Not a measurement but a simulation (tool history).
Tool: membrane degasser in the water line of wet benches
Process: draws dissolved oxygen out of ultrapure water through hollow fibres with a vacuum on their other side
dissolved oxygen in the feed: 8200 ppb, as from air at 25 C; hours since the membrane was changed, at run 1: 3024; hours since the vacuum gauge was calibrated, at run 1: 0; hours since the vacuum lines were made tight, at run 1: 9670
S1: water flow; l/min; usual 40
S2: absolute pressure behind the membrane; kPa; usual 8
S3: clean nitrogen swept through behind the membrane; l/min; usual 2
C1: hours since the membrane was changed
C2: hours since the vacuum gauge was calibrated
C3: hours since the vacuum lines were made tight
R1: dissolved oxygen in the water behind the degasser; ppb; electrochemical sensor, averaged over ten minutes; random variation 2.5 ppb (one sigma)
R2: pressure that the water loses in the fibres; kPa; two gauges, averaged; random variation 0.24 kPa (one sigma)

run     day  S1     S2    S3    C1   C2     C3     R1     R2
  1       0  40      8     2  3024    0   9670  253.1  63.32
  2   4.508  53      8     2  3132  108   9778  364.2   83.5
  3   7.042  53      8     2  3193  169   9839    368  83.82
  4  11.371  40   6.32     2  3297  273   9943  182.5  63.06
  5  16.433  40   6.32     2  3419  394  10064  184.7  63.18
  6  19.471  45   5.07  2.11  3491  467  10137    152  71.25
  7  21.625  45   5.07  2.11  3543  519  10189  154.8  70.86
  8  24.917  45   5.07  2.11  3622  598  10268  153.2  71.09
  9  28.658  45   5.07  2.11  3712  688  10358    154  71.35
 10  31.975  56  14.21  0.89  3792  767  10437   1209  88.72

Forecast each of these 5 alternatives for the next run:
  A  36.45  40   7.79  3.81  3899  875  10545   ?   ?
  B  36.45  37  14.21  0.89  3899  875  10545   ?   ?
  C  36.45  49   5.16   1.1  3899  875  10545   ?   ?
  D  36.45  41      8     2  3899  875  10545   ?   ?
  E  36.45  35  11.45  0.89  3899  875  10545   ?   ?

run     R1     R2
  A  159.1  63.85
  B  863.1  58.59
  C  248.6  78.01
  D  268.1  65.33
  E    647  55.72
Without the tool's hidden state the same runs would have given:
run     R1     R2
  A  149.9  62.18
  B    852  57.06
  C  233.3  75.97
  D  256.5  63.61
  E  636.3  54.26
